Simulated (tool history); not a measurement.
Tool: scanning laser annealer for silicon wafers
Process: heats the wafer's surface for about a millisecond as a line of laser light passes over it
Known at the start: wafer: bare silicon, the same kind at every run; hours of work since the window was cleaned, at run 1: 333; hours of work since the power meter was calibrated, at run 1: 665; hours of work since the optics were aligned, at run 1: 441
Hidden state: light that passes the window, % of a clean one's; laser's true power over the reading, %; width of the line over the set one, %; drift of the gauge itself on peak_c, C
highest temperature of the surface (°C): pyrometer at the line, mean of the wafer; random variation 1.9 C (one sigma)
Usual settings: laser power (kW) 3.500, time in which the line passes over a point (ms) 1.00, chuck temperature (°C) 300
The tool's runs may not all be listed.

run	hour	laser power (kW)	time in which the line passes over a point (ms)	chuck temperature (°C)	hours of work since the window was cleaned	hours of work since the power meter was calibrated	hours of work since the optics were aligned	highest temperature of the surface (°C)
1	0.0	3.500	1.00	300	333	665	441	1083
2	35.7	3.500	1.05	300	350	683	459	1098
3	67.2	3.500	0.77	300	366	698	474	1002
4	96.3	3.274	1.00	300	380	712	489	1017
5	132.5	3.274	1.00	300	398	730	506	1019
6	170.0	3.274	1.00	300	416	749	525	1020
7	207.8	3.274	1.00	300	435	767	543	1018
8	223.1	3.274	1.00	300	442	775	551	1016
9	252.7	3.274	1.00	300	457	789	565	1022
10	276.0	3.432	0.80	332	468	801	577	1028
11	293.7	3.432	0.80	332	477	809	586	1028
12	314.6	3.432	0.80	332	487	820	596	1026
13	342.5	3.065	0.73	324	501	833	610	904
14	368.1	3.017	0.83	326	514	846	622	924
15	389.2	3.017	0.83	326	524	856	632	927
16	415.6	3.337	1.00	300	537	869	645	1037
17	441.7	3.337	1.00	300	550	882	658	1036

5 ways to go on from here, each from the tool as it stands after run 17. What would each give?
A	466.8	3.503	1.00	300	562	894	671	?
B	466.8	3.500	1.00	335	562	894	671	?
C	466.8	3.016	1.00	336	562	894	671	?
D	466.8	3.337	1.22	300	562	894	671	?
E	466.8	3.337	1.04	334	562	894	671	?

run	highest temperature of the surface (°C)
A	1083
B	1115
C	989
D	1100
E	1080
Without the tool's hidden state the same runs would have given:
run	highest temperature of the surface (°C)
A	1083
B	1116
C	989
D	1101
E	1081
